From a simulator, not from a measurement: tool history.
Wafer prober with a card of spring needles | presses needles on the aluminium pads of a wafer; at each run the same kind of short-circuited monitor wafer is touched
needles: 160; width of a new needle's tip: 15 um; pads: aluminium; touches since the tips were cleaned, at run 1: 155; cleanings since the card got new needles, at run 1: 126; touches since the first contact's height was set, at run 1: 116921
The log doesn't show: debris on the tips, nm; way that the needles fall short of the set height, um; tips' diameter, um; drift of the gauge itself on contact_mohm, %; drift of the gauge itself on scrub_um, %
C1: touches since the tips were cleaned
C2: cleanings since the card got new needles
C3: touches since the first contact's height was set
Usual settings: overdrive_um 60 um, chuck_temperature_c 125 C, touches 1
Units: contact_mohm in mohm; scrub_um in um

{"run": 1, "hour": 0.0, "overdrive_um": 60, "chuck_temperature_c": 125, "touches": 1, "C1": 155, "C2": 126, "C3": 116921, "contact_mohm": 150, "scrub_um": 11.94}
{"hour": 15.2, "done": "tips cleaned on abrasive film"}
{"hour": 18.0, "done": "height of the first contact set anew"}
{"hour": 29.1, "done": "tips cleaned on abrasive film"}
{"run": 2, "hour": 30.5, "overdrive_um": 60, "chuck_temperature_c": 125, "touches": 1, "C1": 531, "C2": 128, "C3": 4819, "contact_mohm": 150, "scrub_um": 11.91}
{"hour": 44.6, "done": "tips cleaned on abrasive film"}
{"hour": 59.8, "done": "tips cleaned on abrasive film"}
{"run": 3, "hour": 69.1, "overdrive_um": 67, "chuck_temperature_c": 125, "touches": 1, "C1": 3632, "C2": 130, "C3": 19831, "contact_mohm": 151, "scrub_um": 13.46}
{"hour": 73.8, "done": "tips cleaned on abrasive film"}
{"hour": 89.2, "done": "tips cleaned on abrasive film"}
{"hour": 103.0, "done": "tips cleaned on abrasive film"}
{"hour": 117.9, "done": "tips cleaned on abrasive film"}
{"run": 4, "hour": 119.4, "overdrive_um": 60, "chuck_temperature_c": 35, "touches": 1, "C1": 580, "C2": 134, "C3": 39295, "contact_mohm": 135, "scrub_um": 12.05}
{"hour": 131.6, "done": "tips cleaned on abrasive film"}
{"run": 5, "hour": 143.3, "overdrive_um": 60, "chuck_temperature_c": 35, "touches": 1, "C1": 4538, "C2": 135, "C3": 48579, "contact_mohm": 136, "scrub_um": 11.96}
{"hour": 146.0, "done": "tips cleaned on abrasive film"}
{"hour": 161.0, "done": "tips cleaned on abrasive film"}
{"hour": 176.3, "done": "tips cleaned on abrasive film"}
{"run": 6, "hour": 185.5, "overdrive_um": 60, "chuck_temperature_c": 35, "touches": 1, "C1": 3587, "C2": 138, "C3": 64938, "contact_mohm": 135, "scrub_um": 12.11}
{"hour": 191.2, "done": "tips cleaned on abrasive film"}
{"hour": 205.1, "done": "tips cleaned on abrasive film"}
{"run": 7, "hour": 212.5, "overdrive_um": 60, "chuck_temperature_c": 35, "touches": 1, "C1": 2859, "C2": 140, "C3": 75398, "contact_mohm": 135, "scrub_um": 12.08}
{"hour": 218.8, "done": "tips cleaned on abrasive film"}
{"hour": 231.4, "done": "tips cleaned on abrasive film"}
{"hour": 246.0, "done": "tips cleaned on abrasive film"}
{"run": 8, "hour": 255.2, "overdrive_um": 60, "chuck_temperature_c": 71, "touches": 1, "C1": 3589, "C2": 143, "C3": 91949, "contact_mohm": 141, "scrub_um": 12.16}
{"hour": 261.2, "done": "tips cleaned on abrasive film"}
{"hour": 274.7, "done": "tips cleaned on abrasive film"}
{"hour": 290.0, "done": "tips cleaned on abrasive film"}
{"run": 9, "hour": 294.8, "overdrive_um": 60, "chuck_temperature_c": 71, "touches": 1, "C1": 1894, "C2": 146, "C3": 107308, "contact_mohm": 139, "scrub_um": 12.1}
{"hour": 304.2, "done": "tips cleaned on abrasive film"}
{"hour": 319.0, "done": "tips cleaned on abrasive film"}
{"hour": 333.1, "done": "tips cleaned on abrasive film"}
{"run": 10, "hour": 333.1, "overdrive_um": 48, "chuck_temperature_c": 125, "touches": 1, "C1": 0, "C2": 149, "C3": 122148, "contact_mohm": 155, "scrub_um": 9.66}
{"hour": 336.4, "done": "height of the first contact set anew"}
{"hour": 348.9, "done": "tips cleaned on abrasive film"}
{"hour": 361.5, "done": "tips cleaned on abrasive film"}
{"hour": 376.7, "done": "tips cleaned on abrasive film"}
{"run": 11, "hour": 381.4, "overdrive_um": 73, "chuck_temperature_c": 54, "touches": 2, "C1": 1800, "C2": 152, "C3": 17448, "contact_mohm": 138, "scrub_um": 14.81}
{"hour": 390.3, "done": "tips cleaned on abrasive film"}
{"hour": 404.1, "done": "tips cleaned on abrasive film"}
{"run": 12, "hour": 413.4, "overdrive_um": 73, "chuck_temperature_c": 40, "touches": 3, "C1": 3630, "C2": 154, "C3": 29883, "contact_mohm": 133, "scrub_um": 14.84}
{"hour": 419.7, "done": "tips cleaned on abrasive film"}
{"hour": 435.4, "done": "tips cleaned on abrasive film"}
{"run": 13, "hour": 438.7, "overdrive_um": 73, "chuck_temperature_c": 40, "touches": 3, "C1": 1281, "C2": 156, "C3": 39674, "contact_mohm": 134, "scrub_um": 14.75}
{"hour": 448.1, "done": "tips cleaned on abrasive film"}
{"hour": 461.8, "done": "tips cleaned on abrasive film"}
{"hour": 477.1, "done": "tips cleaned on abrasive film"}
{"run": 14, "hour": 480.0, "overdrive_um": 44, "chuck_temperature_c": 67, "touches": 3, "C1": 1152, "C2": 159, "C3": 55695, "contact_mohm": 147, "scrub_um": 8.9}
{"hour": 491.5, "done": "tips cleaned on abrasive film"}
{"hour": 506.4, "done": "tips cleaned on abrasive film"}
{"hour": 521.1, "done": "tips cleaned on abrasive film"}
{"run": 15, "hour": 524.9, "overdrive_um": 44, "chuck_temperature_c": 67, "touches": 3, "C1": 1453, "C2": 162, "C3": 73080, "contact_mohm": 149, "scrub_um": 8.98}
{"hour": 533.7, "done": "tips cleaned on abrasive film"}
{"hour": 548.2, "done": "tips cleaned on abrasive film"}
{"run": 16, "hour": 557.7, "overdrive_um": 60, "chuck_temperature_c": 124, "touches": 2, "C1": 3691, "C2": 164, "C3": 85812, "contact_mohm": 149, "scrub_um": 12.26}
{"hour": 560.9, "done": "tips cleaned on abrasive film"}
{"hour": 574.6, "done": "tips cleaned on abrasive film"}
{"hour": 586.0, "done": "gauge calibrated"}
{"hour": 588.5, "done": "tips cleaned on abrasive film"}
{"run": 17, "hour": 595.5, "overdrive_um": 66, "chuck_temperature_c": 34, "touches": 2, "C1": 2729, "C2": 167, "C3": 100470, "contact_mohm": 135, "scrub_um": 13.11}
{"hour": 601.9, "done": "tips cleaned on abrasive film"}
{"hour": 616.1, "done": "tips cleaned on abrasive film"}
{"run": 18, "hour": 616.9, "overdrive_um": 66, "chuck_temperature_c": 34, "touches": 2, "C1": 295, "C2": 169, "C3": 108722, "contact_mohm": 135, "scrub_um": 13.16}
{"hour": 629.7, "done": "tips cleaned on abrasive film"}
{"hour": 644.2, "done": "tips cleaned on abrasive film"}
{"run": 19, "hour": 648.2, "overdrive_um": 66, "chuck_temperature_c": 34, "touches": 2, "C1": 1574, "C2": 171, "C3": 120889, "contact_mohm": 134, "scrub_um": 13.25}

4 ways to go on from here, each from the tool as it stands after run 19. What would each give?
{"hour": 653.9, "done": "height of the first contact set anew"}
{"hour": 660.0, "done": "tips cleaned on abrasive film"}
{"hour": 673.9, "done": "tips cleaned on abrasive film"}
{"run": "A", "hour": 682.0, "overdrive_um": 66, "chuck_temperature_c": 32, "touches": 1, "C1": 3179, "C2": 173, "C3": 10912, "contact_mohm": "?", "scrub_um": "?"}
{"hour": 653.9, "done": "height of the first contact set anew"}
{"hour": 660.0, "done": "tips cleaned on abrasive film"}
{"hour": 673.9, "done": "tips cleaned on abrasive film"}
{"run": "B", "hour": 682.0, "overdrive_um": 56, "chuck_temperature_c": 34, "touches": 2, "C1": 3179, "C2": 173, "C3": 10912, "contact_mohm": "?", "scrub_um": "?"}
{"hour": 653.9, "done": "height of the first contact set anew"}
{"hour": 660.0, "done": "tips cleaned on abrasive film"}
{"hour": 673.9, "done": "tips cleaned on abrasive film"}
{"run": "C", "hour": 682.0, "overdrive_um": 51, "chuck_temperature_c": 125, "touches": 2, "C1": 3179, "C2": 173, "C3": 10912, "contact_mohm": "?", "scrub_um": "?"}
{"hour": 653.9, "done": "height of the first contact set anew"}
{"hour": 660.0, "done": "tips cleaned on abrasive film"}
{"hour": 673.9, "done": "tips cleaned on abrasive film"}
{"run": "D", "hour": 682.0, "overdrive_um": 66, "chuck_temperature_c": 34, "touches": 1, "C1": 3179, "C2": 173, "C3": 10912, "contact_mohm": "?", "scrub_um": "?"}

run=A contact_mohm=133 scrub_um=13.25
run=B contact_mohm=136 scrub_um=11.24
run=C contact_mohm=153 scrub_um=10.18
run=D contact_mohm=133 scrub_um=13.16
Without the tool's hidden state the same runs would have given:
run=A contact_mohm=133 scrub_um=13.19
run=B contact_mohm=136 scrub_um=11.19
run=C contact_mohm=153 scrub_um=10.14
run=D contact_mohm=133 scrub_um=13.1
